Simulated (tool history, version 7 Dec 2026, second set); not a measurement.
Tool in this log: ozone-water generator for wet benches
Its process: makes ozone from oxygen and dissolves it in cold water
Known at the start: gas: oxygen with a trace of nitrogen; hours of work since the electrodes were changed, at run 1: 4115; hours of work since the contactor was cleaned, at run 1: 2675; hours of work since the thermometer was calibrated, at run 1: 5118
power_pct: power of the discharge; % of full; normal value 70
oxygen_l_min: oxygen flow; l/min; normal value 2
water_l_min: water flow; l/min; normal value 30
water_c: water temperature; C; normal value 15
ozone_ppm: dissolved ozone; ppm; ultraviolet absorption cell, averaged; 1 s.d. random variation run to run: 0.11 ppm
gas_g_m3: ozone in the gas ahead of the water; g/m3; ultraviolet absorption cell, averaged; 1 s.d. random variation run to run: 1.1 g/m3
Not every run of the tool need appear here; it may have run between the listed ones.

run,day,power_pct,oxygen_l_min,water_l_min,water_c,hours of work since the electrodes were changed,hours of work since the contactor was cleaned,hours of work since the thermometer was calibrated,ozone_ppm,gas_g_m3
1,0,70,2,30,15,4115,2675,5118,6.5,177.5
# day 3.217: water thermometer calibrated
2,4.371,70,2,30,15,4202,2762,23,6.5,179.2
3,9.017,70,2,44,15,4295,2855,116,4.3,181
4,14.317,70,2,44,15,4401,2961,222,4.2,177.2
5,18.55,71,2,30,15,4486,3046,307,6.5,180
# day 22.325: water thermometer calibrated, once more
6,23.346,71,2,30,20,4582,3141,20,6.4,180.9
7,26.854,70,2.99,30,15,4652,3212,91,7.5,149.1
8,30.492,70,2,30,15,4725,3284,164,6.4,178.1
9,35.754,70,2,30,15,4830,3390,269,6.2,176.9
10,38.792,70,2,30,11,4891,3451,330,6.4,175.8
11,43.088,70,2,30,11,4977,3537,416,6.4,176.3
12,48.333,70,2,30,11,5082,3642,521,6.7,174.9
13,53.967,70,2,30,15,5195,3755,634,6.2,176.7
14,58.9,70,2,30,15,5293,3853,732,6.4,175.8
15,62.746,70,2,30,19,5371,3930,809,6,174.4
16,67.367,70,2,30,15,5463,4023,902,6.3,176.3
17,71.629,70,2,30,15,5548,4108,987,6.3,174.1
18,75.375,81,1.23,24,9,5623,4183,1062,7.3,240
19,79.854,81,1.23,24,9,5713,4273,1152,7.2,240.5
20,85.2,76,1.23,18,9,5820,4380,1259,9.5,228.8
21,90.158,76,3.09,18,9,5919,4479,1358,13.1,152.8
22,95.492,76,3.09,18,9,6026,4586,1465,13.4,150.9
23,99.875,70,2.55,24,11,6114,4674,1553,8.8,155.7
24,102.6,83,3.45,27,11,6169,4728,1608,9.7,154.1
25,105.604,83,3.45,27,11,6229,4789,1668,9.8,152.5
26,111.229,83,3.45,27,11,6341,4901,1780,9.5,154.1
27,116.192,74,3.45,27,11,6441,5001,1880,8.7,141.6
28,118.929,51,3.57,47,7,6496,5055,1935,4,106.2
29,125.146,95,1.02,21,11,6620,5180,2059,8.5,284.7
30,129.517,95,3.12,21,11,6708,5267,2147,13,172.2
31,133.729,46,2.28,20,15,6792,5352,2231,7.2,119.9

Alternative continuations, all from the tool just after run 31; predict every row:
A,138.817,66,2.28,20,15,6894,5454,2333,?,?
B,138.817,79,3.46,20,15,6894,5454,2333,?,?
C,138.817,70,2,22,11,6894,5454,2333,?,?

run,ozone_ppm,gas_g_m3
A,9.1,153.4
B,11.7,146.3
C,8.2,169.3
What these runs would have given with no unlogged condition in the tool:
run,ozone_ppm,gas_g_m3
A,10.9,172.2
B,14.2,166.7
C,9.9,190.9
